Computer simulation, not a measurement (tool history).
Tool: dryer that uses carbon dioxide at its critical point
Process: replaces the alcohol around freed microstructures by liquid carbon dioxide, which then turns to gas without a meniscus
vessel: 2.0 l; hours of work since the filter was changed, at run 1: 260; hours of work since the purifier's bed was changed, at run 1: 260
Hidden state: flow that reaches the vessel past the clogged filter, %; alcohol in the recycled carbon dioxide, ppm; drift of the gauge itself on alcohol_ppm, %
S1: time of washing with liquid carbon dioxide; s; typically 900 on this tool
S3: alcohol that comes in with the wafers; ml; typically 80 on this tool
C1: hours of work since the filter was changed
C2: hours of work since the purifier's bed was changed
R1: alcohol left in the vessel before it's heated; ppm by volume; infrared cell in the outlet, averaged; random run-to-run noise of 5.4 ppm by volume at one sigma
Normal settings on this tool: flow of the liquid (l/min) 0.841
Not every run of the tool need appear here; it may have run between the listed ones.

Run 1, hour 0.0: usual settings; C1 260; C2 260. Result: R1 292 ppm by volume.
Run 2, hour 14.3: usual settings; C1 264; C2 264. Result: R1 279 ppm by volume.
Run 3, hour 26.7: usual settings; C1 268; C2 268. Result: R1 282 ppm by volume.
At hour 44.5: inlet filter changed.
Run 4, hour 54.0: usual settings; C1 3; C2 277. Result: R1 150 ppm by volume.
Run 5, hour 69.0: usual settings; C1 8; C2 282. Result: R1 148 ppm by volume.
Run 6, hour 86.5: usual settings; C1 14; C2 288. Result: R1 154 ppm by volume.
Run 7, hour 108.5: usual settings but S1 720 s; C1 21; C2 295. Result: R1 435 ppm by volume.
Run 8, hour 123.3: usual settings but S1 720 s; C1 26; C2 300. Result: R1 444 ppm by volume.
Run 9, hour 142.8: usual settings but S1 720 s; C1 32; C2 306. Result: R1 461 ppm by volume.
Run 10, hour 166.4: usual settings but S1 720 s; C1 40; C2 314. Result: R1 459 ppm by volume.
Run 11, hour 191.4: usual settings but S1 720 s; C1 48; C2 322. Result: R1 468 ppm by volume.
Run 12, hour 214.2: usual settings but S1 1140 s; C1 56; C2 330. Result: R1 69 ppm by volume.
Run 13, hour 234.2: usual settings but S1 1140 s; C1 62; C2 336. Result: R1 74 ppm by volume.
Run 14, hour 249.2: usual settings; C1 67; C2 341. Result: R1 177 ppm by volume.
Run 15, hour 270.9: usual settings; C1 74; C2 348. Result: R1 179 ppm by volume.
Run 16, hour 294.6: usual settings but S3 38 ml; C1 82; C2 356. Result: R1 106 ppm by volume.
Run 17, hour 306.4: usual settings but S1 600 s, S3 38 ml; C1 86; C2 360. Result: R1 494 ppm by volume.
Run 18, hour 325.0: usual settings but S1 600 s, S3 38 ml; C1 92; C2 366. Result: R1 506 ppm by volume.
Run 19, hour 340.0: usual settings but S1 600 s, S3 38 ml; C1 97; C2 371. Result: R1 498 ppm by volume.
Run 20, hour 365.0: usual settings but S1 600 s, S3 38 ml; C1 105; C2 379. Result: R1 518 ppm by volume.
Run 21, hour 390.6: usual settings; C1 114; C2 387. Result: R1 209 ppm by volume.
Run 22, hour 413.7: usual settings; C1 121; C2 395. Result: R1 216 ppm by volume.
Run 23, hour 433.5: usual settings; C1 128; C2 401. Result: R1 216 ppm by volume.
Run 24, hour 447.6: usual settings but S1 780 s, flow of the liquid (l/min) 0.637, S3 39 ml; C1 132; C2 406. Result: R1 614 ppm by volume.
Run 25, hour 468.6: usual settings but S1 780 s, flow of the liquid (l/min) 0.637, S3 39 ml; C1 139; C2 413. Result: R1 650 ppm by volume.
Run 26, hour 492.0: usual settings but S1 1320 s, S3 31 ml; C1 147; C2 421. Result: R1 44 ppm by volume.
Run 27, hour 506.7: usual settings but S1 1320 s, S3 31 ml; C1 152; C2 425. Result: R1 52 ppm by volume.
Run 28, hour 520.1: usual settings but S1 1320 s, S3 31 ml; C1 156; C2 430. Result: R1 41 ppm by volume.
Run 29, hour 538.3: usual settings but S1 1320 s, S3 31 ml; C1 162; C2 436. Result: R1 44 ppm by volume.
Run 30, hour 551.1: usual settings but S1 660 s, flow of the liquid (l/min) 1.117, S3 110 ml; C1 166; C2 440. Result: R1 336 ppm by volume.
Run 31, hour 567.2: usual settings but S1 720 s, flow of the liquid (l/min) 1.187, S3 31 ml; C1 171; C2 445. Result: R1 74 ppm by volume.
Run 32, hour 584.1: usual settings but S1 720 s, flow of the liquid (l/min) 1.187, S3 31 ml; C1 177; C2 451. Result: R1 82 ppm by volume.
Run 33, hour 603.6: usual settings but S1 720 s, flow of the liquid (l/min) 1.187, S3 31 ml; C1 183; C2 457. Result: R1 85 ppm by volume.
Run 34, hour 620.8: usual settings but S3 110 ml; C1 189; C2 463. Result: R1 329 ppm by volume.
Run 35, hour 638.1: usual settings but S3 110 ml; C1 195; C2 469. Result: R1 334 ppm by volume.
Run 36, hour 663.3: usual settings but S1 1200 s, flow of the liquid (l/min) 0.521, S3 37 ml; C1 203; C2 477. Result: R1 327 ppm by volume.
Run 37, hour 682.0: usual settings but S1 1200 s, flow of the liquid (l/min) 0.515, S3 33 ml; C1 209; C2 483. Result: R1 300 ppm by volume.
Run 38, hour 699.0: usual settings but S1 780 s, flow of the liquid (l/min) 1.092, S3 62 ml; C1 215; C2 489. Result: R1 127 ppm by volume.
Run 39, hour 715.4: usual settings but flow of the liquid (l/min) 1.160, S3 83 ml; C1 220; C2 494. Result: R1 74 ppm by volume.
Run 40, hour 727.1: usual settings but flow of the liquid (l/min) 1.160, S3 83 ml; C1 224; C2 498. Result: R1 78 ppm by volume.
Run 41, hour 744.4: usual settings but S1 780 s, flow of the liquid (l/min) 0.756, S3 27 ml; C1 230; C2 503. Result: R1 299 ppm by volume.
Run 42, hour 765.6: usual settings but S1 780 s, flow of the liquid (l/min) 0.756, S3 27 ml; C1 236; C2 510. Result: R1 298 ppm by volume.
Run 43, hour 778.0: usual settings but S1 600 s, flow of the liquid (l/min) 1.271; C1 241; C2 514. Result: R1 248 ppm by volume.

Below are 4 alternative next runs, each starting from the tool's condition after run 43. Predict each:
Run A, hour 795.0: usual settings but S1 600 s, flow of the liquid (l/min) 0.911; C1 246; C2 520. Result: R1 ?.
Run B, hour 795.0: usual settings but flow of the liquid (l/min) 0.989, S3 39 ml; C1 246; C2 520. Result: R1 ?.
Run C, hour 795.0: usual settings but S1 960 s, flow of the liquid (l/min) 1.057, S3 93 ml; C1 246; C2 520. Result: R1 ?.
Run D, hour 795.0: usual settings but S1 1260 s, S3 72 ml; C1 246; C2 520. Result: R1 ?.

run    R1
  A  1029
  B    98
  C    88
  D    82
Without the tool's unlogged condition, the same runs would have read:
run   R1
  A  600
  B   30
  C   18
  D   23

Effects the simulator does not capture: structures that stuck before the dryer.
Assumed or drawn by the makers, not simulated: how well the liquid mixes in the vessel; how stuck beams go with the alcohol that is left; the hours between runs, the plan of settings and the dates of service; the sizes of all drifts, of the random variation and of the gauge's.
